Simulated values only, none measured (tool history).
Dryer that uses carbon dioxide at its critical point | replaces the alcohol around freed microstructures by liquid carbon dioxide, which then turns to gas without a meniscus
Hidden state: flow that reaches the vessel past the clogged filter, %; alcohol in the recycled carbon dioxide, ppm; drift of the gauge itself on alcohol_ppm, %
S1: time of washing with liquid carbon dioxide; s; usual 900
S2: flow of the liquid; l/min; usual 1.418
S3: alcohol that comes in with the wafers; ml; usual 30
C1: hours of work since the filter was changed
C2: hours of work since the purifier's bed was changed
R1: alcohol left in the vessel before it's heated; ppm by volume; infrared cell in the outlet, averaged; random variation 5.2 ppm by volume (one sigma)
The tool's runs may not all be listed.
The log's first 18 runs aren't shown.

run    hour    S1     S2   S3   C1    C2    R1
 19   560.8   900  1.418   30   59   848   282
 20   591.3   900  1.418   30   73   861   279
 21   621.7  1140  1.300   30   87   875   240
 22   658.9  1140  1.300   30  104   892   239
 23   692.7  1140  1.300   30  119   907   244
 24   729.5  1440  1.870   91  136   924   198
 25   762.2  1440  1.870   91  151   939   196
 26   784.6  1080  0.980   22  161   949   365
 27   806.5   780  0.940   30  171   959   882
 28   850.3  1320  2.260   42  190   979   190
 29   878.0   540  2.260   64  203   991   486
 30   905.8   540  2.260   64  216  1004   477
 31   942.0   540  2.260   64  232  1020   486
 32   987.3   540  2.260   64  252  1041   489
 33  1016.1   600  1.418  102  266  1054  1826
 34  1052.0  1260  2.130   81  282  1070   223

The next listed run, before its measurement:
 35  1086.2  1260  2.130  81  297  1086   ?

Run 35 gave R1 237 ppm by volume.
Without the tool's hidden state the same run would have given R1 16 ppm by volume.
